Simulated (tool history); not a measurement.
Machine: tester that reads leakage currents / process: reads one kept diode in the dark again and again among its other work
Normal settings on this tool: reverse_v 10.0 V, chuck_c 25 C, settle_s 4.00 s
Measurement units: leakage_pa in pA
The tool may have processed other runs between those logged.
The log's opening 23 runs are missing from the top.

{"run": 24, "hour": 531.4, "reverse_v": 5.8, "chuck_c": 38, "settle_s": 2.48, "leakage_pa": 462.47}
{"run": 25, "hour": 562.7, "reverse_v": 10.0, "chuck_c": 26, "settle_s": 1.82, "leakage_pa": 255.81}
{"run": 26, "hour": 586.7, "reverse_v": 10.0, "chuck_c": 26, "settle_s": 1.82, "leakage_pa": 255.1}
{"run": 27, "hour": 611.4, "reverse_v": 5.2, "chuck_c": 31, "settle_s": 2.51, "leakage_pa": 276.43}
{"hour": 617.1, "done": "probe card cleaned and baked"}
{"run": 28, "hour": 644.0, "reverse_v": 6.4, "chuck_c": 38, "settle_s": 6.7, "leakage_pa": 483.05}
{"run": 29, "hour": 676.9, "reverse_v": 6.4, "chuck_c": 38, "settle_s": 6.7, "leakage_pa": 484.17}
{"run": 30, "hour": 701.1, "reverse_v": 10.3, "chuck_c": 30, "settle_s": 4.0, "leakage_pa": 344.03}
{"run": 31, "hour": 721.0, "reverse_v": 1.2, "chuck_c": 39, "settle_s": 4.0, "leakage_pa": 268.83}
{"run": 32, "hour": 752.1, "reverse_v": 1.2, "chuck_c": 39, "settle_s": 4.0, "leakage_pa": 270.21}
{"hour": 768.1, "done": "probe card cleaned and baked, once more"}
{"run": 33, "hour": 773.9, "reverse_v": 1.7, "chuck_c": 25, "settle_s": 0.41, "leakage_pa": 112.48}
{"run": 34, "hour": 799.2, "reverse_v": 1.7, "chuck_c": 25, "settle_s": 0.41, "leakage_pa": 112.89}
{"run": 35, "hour": 817.3, "reverse_v": 2.7, "chuck_c": 25, "settle_s": 1.62, "leakage_pa": 131.8}
{"run": 36, "hour": 850.5, "reverse_v": 2.7, "chuck_c": 25, "settle_s": 1.62, "leakage_pa": 132.66}
{"run": 37, "hour": 875.9, "reverse_v": 2.7, "chuck_c": 35, "settle_s": 0.35, "leakage_pa": 273.12}
{"run": 38, "hour": 905.7, "reverse_v": 1.3, "chuck_c": 21, "settle_s": 6.36, "leakage_pa": 74.52}
{"run": 39, "hour": 940.9, "reverse_v": 1.3, "chuck_c": 21, "settle_s": 6.36, "leakage_pa": 73.95}
{"run": 40, "hour": 968.2, "reverse_v": 2.7, "chuck_c": 29, "settle_s": 0.94, "leakage_pa": 176.76}

Here are 4 independent what-if runs from the current tool condition. What would each one return?
{"run": "A", "hour": 989.3, "reverse_v": 2.7, "chuck_c": 29, "settle_s": 1.54, "leakage_pa": "?"}
{"run": "B", "hour": 989.3, "reverse_v": 2.7, "chuck_c": 35, "settle_s": 8.42, "leakage_pa": "?"}
{"run": "C", "hour": 989.3, "reverse_v": 2.7, "chuck_c": 22, "settle_s": 2.24, "leakage_pa": "?"}
{"run": "D", "hour": 989.3, "reverse_v": 1.2, "chuck_c": 36, "settle_s": 4.22, "leakage_pa": "?"}

run=A leakage_pa=176.52
run=B leakage_pa=270.12
run=C leakage_pa=104.77
run=D leakage_pa=212.59
What these runs would have given with no unlogged condition in the tool:
run=A leakage_pa=201.68
run=B leakage_pa=307.55
run=C leakage_pa=120.18
run=D leakage_pa=242.07
